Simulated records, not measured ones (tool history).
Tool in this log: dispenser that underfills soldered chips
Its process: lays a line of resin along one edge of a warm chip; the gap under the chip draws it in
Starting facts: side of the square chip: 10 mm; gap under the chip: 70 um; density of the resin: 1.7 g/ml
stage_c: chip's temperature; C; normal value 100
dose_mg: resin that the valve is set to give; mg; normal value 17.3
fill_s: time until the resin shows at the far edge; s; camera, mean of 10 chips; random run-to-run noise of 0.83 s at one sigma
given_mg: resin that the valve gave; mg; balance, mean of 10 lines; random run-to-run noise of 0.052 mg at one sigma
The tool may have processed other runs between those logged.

run 1 hour=0.0 | stage_c=100 dose_mg=17.3 | fill_s=121.9 given_mg=16.98
-- hour=2.9 new syringe of resin
run 2 hour=3.1 | stage_c=100 dose_mg=17.3 | fill_s=76.0 given_mg=16.93
run 3 hour=7.2 | stage_c=100 dose_mg=17.3 | fill_s=92.8 given_mg=16.89
run 4 hour=9.9 | stage_c=108 dose_mg=17.3 | fill_s=79.5 given_mg=16.86
run 5 hour=15.4 | stage_c=108 dose_mg=17.3 | fill_s=99.6 given_mg=16.74
-- hour=16.4 new syringe of resin
run 6 hour=21.1 | stage_c=108 dose_mg=17.3 | fill_s=71.7 given_mg=16.72
run 7 hour=23.6 | stage_c=108 dose_mg=17.3 | fill_s=80.1 given_mg=16.69
run 8 hour=27.8 | stage_c=100 dose_mg=17.3 | fill_s=123.6 given_mg=16.75
-- hour=30.3 new syringe of resin
run 9 hour=30.9 | stage_c=100 dose_mg=17.3 | fill_s=81.4 given_mg=16.60
-- hour=32.5 dispensing valve cleaned and set on the balance
run 10 hour=35.4 | stage_c=100 dose_mg=17.3 | fill_s=91.8 given_mg=17.36
run 11 hour=37.9 | stage_c=100 dose_mg=17.3 | fill_s=105.4 given_mg=17.29
run 12 hour=40.8 | stage_c=100 dose_mg=17.3 | fill_s=118.2 given_mg=17.22
-- hour=45.2 new syringe of resin
run 13 hour=46.7 | stage_c=100 dose_mg=17.3 | fill_s=81.8 given_mg=17.27
run 14 hour=49.6 | stage_c=100 dose_mg=17.3 | fill_s=92.9 given_mg=17.17
run 15 hour=54.3 | stage_c=100 dose_mg=17.3 | fill_s=116.2 given_mg=17.12
-- hour=58.9 new syringe of resin
run 16 hour=60.6 | stage_c=100 dose_mg=20.1 | fill_s=82.1 given_mg=19.65
run 17 hour=64.1 | stage_c=100 dose_mg=20.1 | fill_s=93.6 given_mg=19.68
run 18 hour=68.4 | stage_c=100 dose_mg=17.7 | fill_s=114.9 given_mg=17.38
-- hour=72.5 new syringe of resin
run 19 hour=73.2 | stage_c=100 dose_mg=16.6 | fill_s=80.0 given_mg=16.22
run 20 hour=77.8 | stage_c=100 dose_mg=16.6 | fill_s=98.6 given_mg=16.19
run 21 hour=81.8 | stage_c=113 dose_mg=15.4 | fill_s=76.7 given_mg=14.96
run 22 hour=85.4 | stage_c=112 dose_mg=20.3 | fill_s=88.0 given_mg=19.71
-- hour=86.0 new syringe of resin
run 23 hour=89.3 | stage_c=108 dose_mg=20.6 | fill_s=66.4 given_mg=19.87
run 24 hour=92.7 | stage_c=108 dose_mg=20.6 | fill_s=75.5 given_mg=19.85
run 25 hour=95.5 | stage_c=104 dose_mg=21.8 | fill_s=96.9 given_mg=21.03
-- hour=99.7 new syringe of resin
run 26 hour=101.9 | stage_c=104 dose_mg=14.9 | fill_s=76.6 given_mg=14.34
-- hour=103.9 dispensing valve cleaned and set on the balance
run 27 hour=107.7 | stage_c=104 dose_mg=14.9 | fill_s=95.9 given_mg=14.91
run 28 hour=111.0 | stage_c=104 dose_mg=14.9 | fill_s=108.8 given_mg=14.93
-- hour=114.3 new syringe of resin
run 29 hour=117.0 | stage_c=89 dose_mg=15.8 | fill_s=126.6 given_mg=15.77
run 30 hour=122.9 | stage_c=107 dose_mg=15.6 | fill_s=90.1 given_mg=15.48
-- hour=127.8 new syringe of resin
run 31 hour=129.0 | stage_c=93 dose_mg=20.0 | fill_s=100.3 given_mg=19.75
run 32 hour=132.1 | stage_c=95 dose_mg=22.4 | fill_s=108.6 given_mg=22.10
run 33 hour=136.7 | stage_c=101 dose_mg=18.2 | fill_s=108.4 given_mg=17.82
run 34 hour=139.3 | stage_c=99 dose_mg=20.5 | fill_s=128.5 given_mg=20.27
-- hour=141.7 new syringe of resin
run 35 hour=145.1 | stage_c=109 dose_mg=18.4 | fill_s=65.8 given_mg=17.99
run 36 hour=150.1 | stage_c=86 dose_mg=17.3 | fill_s=181.7 given_mg=16.85
-- hour=155.4 new syringe of resin
run 37 hour=155.4 | stage_c=89 dose_mg=19.0 | fill_s=113.0 given_mg=18.55

Below are 3 alternative next runs, each starting from the tool's condition after run 37. Predict each:
run A hour=161.1 | stage_c=107 dose_mg=19.0 | fill_s=? given_mg=?
run B hour=161.1 | stage_c=104 dose_mg=18.6 | fill_s=? given_mg=?
run C hour=161.1 | stage_c=89 dose_mg=17.3 | fill_s=? given_mg=?

run=A fill_s=77.5 given_mg=18.38
run=B fill_s=86.7 given_mg=18.04
run=C fill_s=149.5 given_mg=16.75
The same runs, with their run-to-run variation unchanged, on a tool lacking any hidden condition would have given:
run=A fill_s=59.6 given_mg=18.99
run=B fill_s=66.8 given_mg=18.63
run=C fill_s=114.9 given_mg=17.30
